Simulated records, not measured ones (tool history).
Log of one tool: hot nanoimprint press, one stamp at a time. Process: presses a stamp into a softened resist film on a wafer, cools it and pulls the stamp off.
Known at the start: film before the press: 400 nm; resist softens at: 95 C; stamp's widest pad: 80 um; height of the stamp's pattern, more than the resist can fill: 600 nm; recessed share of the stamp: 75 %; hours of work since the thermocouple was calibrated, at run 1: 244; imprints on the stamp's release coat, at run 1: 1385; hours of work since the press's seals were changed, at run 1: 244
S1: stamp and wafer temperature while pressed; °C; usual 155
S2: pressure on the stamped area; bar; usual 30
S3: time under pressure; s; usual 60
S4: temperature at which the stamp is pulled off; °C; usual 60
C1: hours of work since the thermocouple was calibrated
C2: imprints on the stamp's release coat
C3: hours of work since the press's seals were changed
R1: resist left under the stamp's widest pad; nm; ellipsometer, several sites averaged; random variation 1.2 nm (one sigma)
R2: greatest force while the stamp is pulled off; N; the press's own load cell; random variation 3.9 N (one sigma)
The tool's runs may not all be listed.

Run 1, hour 0: usual settings; C1 244; C2 1385; C3 244. Result: R1 168.7 nm, R2 250 N.
Run 2, hour 7.5: usual settings but S4 52 °C; C1 248; C2 1411; C3 248. Result: R1 171.2 nm, R2 271 N.
Run 3, hour 14.1: usual settings; C1 252; C2 1434; C3 252. Result: R1 172.4 nm, R2 256 N.
Run 4, hour 25.3: usual settings; C1 258; C2 1473; C3 258. Result: R1 170.9 nm, R2 264 N.
Run 5, hour 33.9: usual settings but S2 21.8 bar; C1 262; C2 1503; C3 262. Result: R1 194.3 nm, R2 259 N.
Run 6, hour 45.1: usual settings but S2 21.8 bar, S3 73 s; C1 268; C2 1542; C3 268. Result: R1 179.3 nm, R2 261 N.
Run 7, hour 54.3: usual settings but S2 21.8 bar, S3 73 s; C1 273; C2 1573; C3 273. Result: R1 179.4 nm, R2 263 N.
Run 8, hour 60.2: usual settings but S1 148 °C; C1 276; C2 1594; C3 276. Result: R1 254.8 nm, R2 269 N.
Run 9, hour 68.4: usual settings but S1 148 °C; C1 281; C2 1622; C3 281. Result: R1 252.2 nm, R2 268 N.
Run 10, hour 76.1: usual settings but S1 148 °C, S2 24.4 bar; C1 285; C2 1649; C3 285. Result: R1 270.2 nm, R2 270 N.
Run 11, hour 86.2: usual settings but S1 148 °C, S2 24.4 bar; C1 290; C2 1684; C3 290. Result: R1 268 nm, R2 266 N.
Run 12, hour 94.1: usual settings but S1 148 °C, S2 24.4 bar; C1 294; C2 1711; C3 294. Result: R1 271.2 nm, R2 274 N.
Run 13, hour 103.9: usual settings; C1 300; C2 1745; C3 300. Result: R1 167.4 nm, R2 272 N.
Run 14, hour 110.6: usual settings; C1 303; C2 1768; C3 303. Result: R1 167.7 nm, R2 278 N.
Run 15, hour 119.6: usual settings but S3 103 s; C1 308; C2 1799; C3 308. Result: R1 134.8 nm, R2 272 N.
Run 16, hour 129.1: usual settings but S1 159 °C; C1 313; C2 1832; C3 313. Result: R1 128.7 nm, R2 268 N.
At hour 143.7: stamp cleaned and given a new release coat.
Run 17, hour 144: usual settings but S2 31.2 bar, S3 102 s; C1 318; C2 1; C3 318. Result: R1 131.8 nm, R2 183 N.

Run 18 comes next. What will it give?
Run 18, hour 155.2: usual settings but S1 158 °C, S2 31.2 bar, S3 102 s, S4 55 °C; C1 324; C2 40; C3 324. Result: R1 ?, R2 ?.

{"run 18": {"R1": 105.8, "R2": 200}}
Without the tool's hidden state the same run would have given R1 115.4 nm, R2 202 N.

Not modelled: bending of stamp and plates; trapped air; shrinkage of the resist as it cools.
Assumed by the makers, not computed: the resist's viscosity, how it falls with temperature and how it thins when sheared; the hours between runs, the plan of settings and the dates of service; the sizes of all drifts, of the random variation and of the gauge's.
